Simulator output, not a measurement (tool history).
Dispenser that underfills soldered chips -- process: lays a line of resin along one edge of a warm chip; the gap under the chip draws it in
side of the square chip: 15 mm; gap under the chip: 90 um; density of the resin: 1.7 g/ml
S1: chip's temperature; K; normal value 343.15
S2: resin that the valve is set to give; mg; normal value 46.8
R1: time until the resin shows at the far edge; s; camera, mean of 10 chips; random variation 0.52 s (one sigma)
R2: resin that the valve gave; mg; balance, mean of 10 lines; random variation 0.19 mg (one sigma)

{"run": 1, "hour": 0.0, "S1": 343.15, "S2": 46.8, "R1": 90.7, "R2": 44.68}
{"hour": 0.8, "done": "new syringe of resin"}
{"run": 2, "hour": 2.5, "S1": 343.15, "S2": 46.8, "R1": 45.8, "R2": 44.97}
{"run": 3, "hour": 4.8, "S1": 343.15, "S2": 46.8, "R1": 50.3, "R2": 44.54}
{"run": 4, "hour": 9.4, "S1": 343.15, "S2": 50, "R1": 59.1, "R2": 47.7}
{"run": 5, "hour": 14.3, "S1": 343.15, "S2": 58.8, "R1": 71.7, "R2": 55.72}
{"hour": 18.9, "done": "new syringe of resin"}
{"run": 6, "hour": 18.9, "S1": 343.15, "S2": 58.8, "R1": 40.2, "R2": 55.82}
{"run": 7, "hour": 21.9, "S1": 343.15, "S2": 47.8, "R1": 47.8, "R2": 45.17}
{"run": 8, "hour": 26.6, "S1": 343.15, "S2": 47.8, "R1": 59.6, "R2": 45.38}
{"hour": 28.3, "done": "dispensing valve cleaned and set on the balance"}
{"run": 9, "hour": 32.2, "S1": 343.15, "S2": 47.8, "R1": 70.3, "R2": 47.7}
{"run": 10, "hour": 35.6, "S1": 343.15, "S2": 46.8, "R1": 83.4, "R2": 46.46}
{"hour": 37.9, "done": "new syringe of resin"}
{"run": 11, "hour": 38.2, "S1": 343.15, "S2": 46.8, "R1": 41.1, "R2": 46.44}
{"run": 12, "hour": 42.3, "S1": 343.15, "S2": 46.8, "R1": 49.4, "R2": 46.38}
{"run": 13, "hour": 44.4, "S1": 343.15, "S2": 46.8, "R1": 55.5, "R2": 46.6}
{"run": 14, "hour": 48.3, "S1": 343.15, "S2": 46.8, "R1": 65.4, "R2": 46.26}
{"run": 15, "hour": 53.4, "S1": 343.15, "S2": 46.8, "R1": 81.5, "R2": 46.24}
{"hour": 56.0, "done": "new syringe of resin"}
{"run": 16, "hour": 57.9, "S1": 343.15, "S2": 45.7, "R1": 45, "R2": 45.02}
{"run": 17, "hour": 61.3, "S1": 343.15, "S2": 46.8, "R1": 53.4, "R2": 45.75}
{"run": 18, "hour": 64.5, "S1": 343.15, "S2": 46.8, "R1": 60.6, "R2": 45.86}
{"run": 19, "hour": 68.8, "S1": 343.15, "S2": 46.8, "R1": 73.1, "R2": 45.74}
{"run": 20, "hour": 72.1, "S1": 341.15, "S2": 49.8, "R1": 88.2, "R2": 48.54}
{"hour": 74.1, "done": "new syringe of resin"}
{"run": 21, "hour": 75.9, "S1": 335.15, "S2": 59.4, "R1": 58.6, "R2": 57.34}
{"run": 22, "hour": 79.4, "S1": 333.15, "S2": 51.2, "R1": 74.5, "R2": 49.78}
{"run": 23, "hour": 81.8, "S1": 333.15, "S2": 51.2, "R1": 83.3, "R2": 49.9}
{"run": 24, "hour": 85.3, "S1": 333.15, "S2": 51.2, "R1": 95.6, "R2": 49.55}
{"run": 25, "hour": 87.8, "S1": 333.15, "S2": 51.2, "R1": 106.2, "R2": 49.81}
{"run": 26, "hour": 91.3, "S1": 340.15, "S2": 41.4, "R1": 103.8, "R2": 39.9}
{"hour": 92.2, "done": "new syringe of resin"}
{"run": 27, "hour": 95.8, "S1": 340.15, "S2": 41.4, "R1": 55.4, "R2": 39.91}
{"run": 28, "hour": 98.9, "S1": 340.15, "S2": 41.4, "R1": 62.9, "R2": 39.72}
{"run": 29, "hour": 101.4, "S1": 340.15, "S2": 41.4, "R1": 72, "R2": 39.76}
{"run": 30, "hour": 103.7, "S1": 340.15, "S2": 41.4, "R1": 80.1, "R2": 39.62}
{"run": 31, "hour": 107.0, "S1": 343.15, "S2": 50.7, "R1": 76.7, "R2": 48.54}
{"hour": 110.5, "done": "new syringe of resin"}
{"run": 32, "hour": 112.2, "S1": 343.15, "S2": 50.7, "R1": 45, "R2": 48.48}
{"run": 33, "hour": 117.3, "S1": 330.15, "S2": 53.8, "R1": 87.6, "R2": 50.89}
{"run": 34, "hour": 120.9, "S1": 329.15, "S2": 55.2, "R1": 106.1, "R2": 51.91}
{"run": 35, "hour": 123.5, "S1": 336.15, "S2": 55.2, "R1": 92.5, "R2": 52.1}
{"hour": 128.2, "done": "dispensing valve cleaned and set on the balance"}
{"run": 36, "hour": 128.9, "S1": 336.15, "S2": 46.4, "R1": 115.5, "R2": 46}
{"hour": 129.8, "done": "new syringe of resin"}
{"run": 37, "hour": 132.5, "S1": 336.15, "S2": 46.4, "R1": 60, "R2": 45.95}

3 options for the next run, each taken on its own from the tool as it stands now. Forecast them:
{"run": "A", "hour": 137.1, "S1": 335.15, "S2": 46.4, "R1": "?", "R2": "?"}
{"run": "B", "hour": 137.1, "S1": 329.15, "S2": 47.8, "R1": "?", "R2": "?"}
{"run": "C", "hour": 137.1, "S1": 335.15, "S2": 49.5, "R1": "?", "R2": "?"}

run=A R1=75.7 R2=46.01
run=B R1=94.7 R2=46.92
run=C R1=75 R2=49.25
Take away the tool's hidden state, keep each run's random variation, and the runs would have read:
run=A R1=56.7 R2=46.52
run=B R1=71 R2=47.44
run=C R1=56.2 R2=49.8
